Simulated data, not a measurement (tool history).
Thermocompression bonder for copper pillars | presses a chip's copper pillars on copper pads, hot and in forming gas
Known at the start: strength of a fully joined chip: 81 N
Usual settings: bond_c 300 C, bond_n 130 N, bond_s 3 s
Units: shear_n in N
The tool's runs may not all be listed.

Run 1, hour 0.0: usual settings. Result: shear_n 39.6 N.
Run 2, hour 36.0: usual settings. Result: shear_n 39.5 N.
Run 3, hour 59.8: usual settings. Result: shear_n 39.5 N.
Run 4, hour 86.9: usual settings. Result: shear_n 38.7 N.
Run 5, hour 122.6: usual settings but bond_n 109 N. Result: shear_n 35.0 N.
Run 6, hour 144.4: usual settings but bond_n 109 N. Result: shear_n 34.5 N.
Run 7, hour 174.4: usual settings. Result: shear_n 38.6 N.
Run 8, hour 194.1: usual settings. Result: shear_n 38.1 N.
Run 9, hour 227.4: usual settings. Result: shear_n 39.2 N.
Run 10, hour 274.0: usual settings but bond_c 270 C, bond_n 110 N. Result: shear_n 24.2 N.
Run 11, hour 317.1: usual settings but bond_c 324 C, bond_n 102 N. Result: shear_n 41.3 N.
Run 12, hour 360.2: usual settings but bond_c 311 C, bond_n 107 N. Result: shear_n 36.9 N.
At hour 365.1: force cell calibrated.
At hour 395.8: forming gas filter changed.
Run 13, hour 402.1: usual settings but bond_c 311 C, bond_n 107 N. Result: shear_n 40.6 N.
Run 14, hour 444.0: usual settings but bond_c 311 C, bond_n 107 N. Result: shear_n 40.8 N.
Run 15, hour 481.4: usual settings but bond_c 290 C, bond_n 136 N, bond_s 8 s. Result: shear_n 51.9 N.
Run 16, hour 501.7: usual settings but bond_n 138 N. Result: shear_n 41.9 N.

The next listed run, before its measurement:
Run 17, hour 537.6: usual settings but bond_n 183 N. Result: shear_n ?.

Run 17 gave shear_n 49.1 N.
Without the tool's hidden state the same run would have given shear_n 50.3 N.

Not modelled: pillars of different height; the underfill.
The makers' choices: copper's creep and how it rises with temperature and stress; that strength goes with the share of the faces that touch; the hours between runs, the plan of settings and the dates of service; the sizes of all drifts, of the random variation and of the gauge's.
